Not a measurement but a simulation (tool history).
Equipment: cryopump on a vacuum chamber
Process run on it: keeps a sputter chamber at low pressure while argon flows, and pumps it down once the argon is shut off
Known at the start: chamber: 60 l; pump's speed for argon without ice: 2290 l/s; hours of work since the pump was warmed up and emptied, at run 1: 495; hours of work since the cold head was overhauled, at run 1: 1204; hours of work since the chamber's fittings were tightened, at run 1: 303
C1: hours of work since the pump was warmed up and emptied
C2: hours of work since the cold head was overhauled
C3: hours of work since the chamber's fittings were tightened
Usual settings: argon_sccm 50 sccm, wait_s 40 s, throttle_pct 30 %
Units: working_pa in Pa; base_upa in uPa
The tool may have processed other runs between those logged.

run 1 day=0 | argon_sccm=50 wait_s=40 throttle_pct=30 | C1=495 C2=1204 C3=303 | working_pa=0.1284 base_upa=1.37
run 2 day=3.446 | argon_sccm=50 wait_s=40 throttle_pct=30 | C1=542 C2=1251 C3=351 | working_pa=0.1314 base_upa=1.4
run 3 day=5.75 | argon_sccm=50 wait_s=40 throttle_pct=30 | C1=574 C2=1283 C3=382 | working_pa=0.1299 base_upa=1.4
run 4 day=9.917 | argon_sccm=50 wait_s=40 throttle_pct=30 | C1=631 C2=1340 C3=439 | working_pa=0.1294 base_upa=1.48
run 5 day=14.246 | argon_sccm=50 wait_s=40 throttle_pct=30 | C1=690 C2=1399 C3=499 | working_pa=0.1308 base_upa=1.51
-- day=15.242 pump warmed up, emptied and cooled again
run 6 day=18.229 | argon_sccm=50 wait_s=40 throttle_pct=30 | C1=41 C2=1451 C3=550 | working_pa=0.1241 base_upa=1.44
run 7 day=20.842 | argon_sccm=50 wait_s=54 throttle_pct=30 | C1=77 C2=1487 C3=586 | working_pa=0.124 base_upa=1.28
run 8 day=24.162 | argon_sccm=50 wait_s=40 throttle_pct=30 | C1=122 C2=1532 C3=632 | working_pa=0.1251 base_upa=1.52
run 9 day=26.129 | argon_sccm=50 wait_s=40 throttle_pct=30 | C1=149 C2=1559 C3=659 | working_pa=0.1256 base_upa=1.58
run 10 day=29.671 | argon_sccm=50 wait_s=108 throttle_pct=30 | C1=198 C2=1608 C3=707 | working_pa=0.126 base_upa=0.99
run 11 day=32.467 | argon_sccm=50 wait_s=108 throttle_pct=30 | C1=236 C2=1646 C3=746 | working_pa=0.1264 base_upa=1.02
run 12 day=36.312 | argon_sccm=50 wait_s=108 throttle_pct=30 | C1=289 C2=1699 C3=798 | working_pa=0.1257 base_upa=1.09
run 13 day=38.554 | argon_sccm=20 wait_s=40 throttle_pct=30 | C1=320 C2=1730 C3=829 | working_pa=0.05 base_upa=1.71
run 14 day=43.088 | argon_sccm=50 wait_s=40 throttle_pct=32 | C1=382 C2=1792 C3=891 | working_pa=0.1205 base_upa=1.7
run 15 day=47.379 | argon_sccm=50 wait_s=40 throttle_pct=32 | C1=441 C2=1851 C3=950 | working_pa=0.1206 base_upa=1.81
run 16 day=51.775 | argon_sccm=50 wait_s=40 throttle_pct=32 | C1=501 C2=1911 C3=1010 | working_pa=0.1204 base_upa=1.89
run 17 day=56.038 | argon_sccm=50 wait_s=40 throttle_pct=32 | C1=559 C2=1969 C3=1069 | working_pa=0.1215 base_upa=1.96
run 18 day=60.271 | argon_sccm=50 wait_s=40 throttle_pct=32 | C1=617 C2=2027 C3=1127 | working_pa=0.1229 base_upa=1.98
run 19 day=62.475 | argon_sccm=49 wait_s=40 throttle_pct=32 | C1=647 C2=2058 C3=1157 | working_pa=0.1211 base_upa=2
run 20 day=65.312 | argon_sccm=50 wait_s=45 throttle_pct=30 | C1=686 C2=2096 C3=1196 | working_pa=0.1302 base_upa=1.92
-- day=66.642 pump warmed up, emptied and cooled again
run 21 day=67.933 | argon_sccm=50 wait_s=45 throttle_pct=28 | C1=18 C2=2130 C3=1229 | working_pa=0.1318 base_upa=1.81
run 22 day=70.771 | argon_sccm=39 wait_s=95 throttle_pct=27 | C1=57 C2=2168 C3=1268 | working_pa=0.1077 base_upa=1.36
run 23 day=74.433 | argon_sccm=43 wait_s=40 throttle_pct=33 | C1=107 C2=2219 C3=1318 | working_pa=0.0972 base_upa=2.01
run 24 day=78.733 | argon_sccm=43 wait_s=40 throttle_pct=33 | C1=166 C2=2278 C3=1377 | working_pa=0.0984 base_upa=1.99
run 25 day=82.817 | argon_sccm=43 wait_s=40 throttle_pct=33 | C1=222 C2=2334 C3=1433 | working_pa=0.0985 base_upa=2.07
run 26 day=86.271 | argon_sccm=97 wait_s=40 throttle_pct=18 | C1=269 C2=2381 C3=1480 | working_pa=0.4042 base_upa=2.11
run 27 day=88.838 | argon_sccm=40 wait_s=61 throttle_pct=21 | C1=304 C2=2416 C3=1515 | working_pa=0.1426 base_upa=1.77
-- day=93.125 leaking fittings of the chamber tightened, without venting
run 28 day=93.462 | argon_sccm=40 wait_s=21 throttle_pct=57 | C1=366 C2=2478 C3=5 | working_pa=0.0552 base_upa=2.02
run 29 day=95.558 | argon_sccm=50 wait_s=167 throttle_pct=25 | C1=395 C2=2507 C3=33 | working_pa=0.1531 base_upa=0.43
run 30 day=97.992 | argon_sccm=53 wait_s=40 throttle_pct=30 | C1=429 C2=2540 C3=67 | working_pa=0.1353 base_upa=1.2
run 31 day=102.267 | argon_sccm=31 wait_s=40 throttle_pct=20 | C1=487 C2=2599 C3=125 | working_pa=0.1173 base_upa=1.28
run 32 day=106.629 | argon_sccm=31 wait_s=48 throttle_pct=29 | C1=547 C2=2659 C3=185 | working_pa=0.083 base_upa=1.12
run 33 day=110.258 | argon_sccm=44 wait_s=278 throttle_pct=15 | C1=597 C2=2709 C3=235 | working_pa=0.2238 base_upa=0.46
run 34 day=112.462 | argon_sccm=44 wait_s=90 throttle_pct=18 | C1=627 C2=2739 C3=265 | working_pa=0.1878 base_upa=0.82

Predict each of these 4 candidate next runs independently; none follows another, all start after run 34:
run A day=116.212 | argon_sccm=82 wait_s=39 throttle_pct=17 | C1=678 C2=2790 C3=316 | working_pa=? base_upa=?
run B day=116.212 | argon_sccm=20 wait_s=105 throttle_pct=18 | C1=678 C2=2790 C3=316 | working_pa=? base_upa=?
run C day=116.212 | argon_sccm=92 wait_s=80 throttle_pct=19 | C1=678 C2=2790 C3=316 | working_pa=? base_upa=?
run D day=116.212 | argon_sccm=50 wait_s=40 throttle_pct=37 | C1=678 C2=2790 C3=316 | working_pa=? base_upa=?

run=A working_pa=0.3691 base_upa=1.41
run=B working_pa=0.0857 base_upa=0.78
run=C working_pa=0.3729 base_upa=0.89
run=D working_pa=0.1083 base_upa=1.43
With the hidden condition removed and each run's random variation left untouched, the same runs would have given:
run=A working_pa=0.3555 base_upa=1.13
run=B working_pa=0.0823 base_upa=0.5
run=C working_pa=0.3576 base_upa=0.61
run=D working_pa=0.0999 base_upa=1.15

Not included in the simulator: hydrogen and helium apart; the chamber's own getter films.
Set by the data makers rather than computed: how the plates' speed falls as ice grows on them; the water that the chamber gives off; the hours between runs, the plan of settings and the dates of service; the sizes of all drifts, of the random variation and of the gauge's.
